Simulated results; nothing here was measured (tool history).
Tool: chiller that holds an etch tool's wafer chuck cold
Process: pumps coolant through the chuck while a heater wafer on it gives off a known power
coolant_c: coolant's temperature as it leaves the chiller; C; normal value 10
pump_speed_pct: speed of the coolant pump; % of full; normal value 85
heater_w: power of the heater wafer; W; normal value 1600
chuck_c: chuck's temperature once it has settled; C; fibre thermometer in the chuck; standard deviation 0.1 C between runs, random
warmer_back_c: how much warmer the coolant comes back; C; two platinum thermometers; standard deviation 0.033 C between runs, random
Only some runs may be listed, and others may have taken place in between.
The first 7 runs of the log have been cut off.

run,day,coolant_c,pump_speed_pct,heater_w,chuck_c,warmer_back_c
8,30.650,10,64,1600,23.9,6.08
9,36.625,10,64,1600,23.9,6.04
10,42.617,10,64,1600,23.7,6.05
11,47.721,10,64,1600,23.9,6.01
# day 50.533: chiller's thermometer calibrated
12,52.008,10,64,1600,23.7,6.05
13,54.967,10,64,1600,23.8,6.02
14,59.229,10,64,1600,23.8,5.99
15,63.712,10,64,1600,24.0,6.04
16,69.404,10,64,1600,23.7,6.01
17,72.550,8,85,1069,15.1,2.91
18,75.150,10,83,1600,20.7,4.45
19,77.917,10,83,1353,19.4,3.81
20,81.221,10,83,1353,19.2,3.76
21,83.896,10,83,1353,19.2,3.75
22,89.096,10,83,1353,19.3,3.75
23,93.954,10,83,1353,19.3,3.71
24,98.129,13,62,1324,24.9,5.06
25,103.433,13,62,1324,24.8,5.10
26,108.704,4,81,1137,11.9,3.15
27,111.775,11,85,1938,24.0,5.26
28,117.433,11,85,837,16.5,2.16
29,121.804,19,79,1763,31.5,5.15
30,124.767,14,92,1600,24.0,3.98
31,128.262,4,95,1600,13.5,3.78

Each row is a separate what-if for the run after 31, all from the same tool condition, not one after another. Results?
A,130.779,12,67,2267,?,?
B,130.779,3,85,1717,?,?
C,130.779,13,95,1600,?,?
D,130.779,9,95,1600,?,?
E,130.779,4,75,1126,?,?

run,chuck_c,warmer_back_c
A,30.8,8.04
B,14.4,4.60
C,22.4,3.74
D,18.5,3.80
E,12.5,3.42
Had the tool no hidden state, the same runs would have come out as:
run,chuck_c,warmer_back_c
A,30.8,8.20
B,14.4,4.77
C,22.4,3.91
D,18.5,3.96
E,12.5,3.59

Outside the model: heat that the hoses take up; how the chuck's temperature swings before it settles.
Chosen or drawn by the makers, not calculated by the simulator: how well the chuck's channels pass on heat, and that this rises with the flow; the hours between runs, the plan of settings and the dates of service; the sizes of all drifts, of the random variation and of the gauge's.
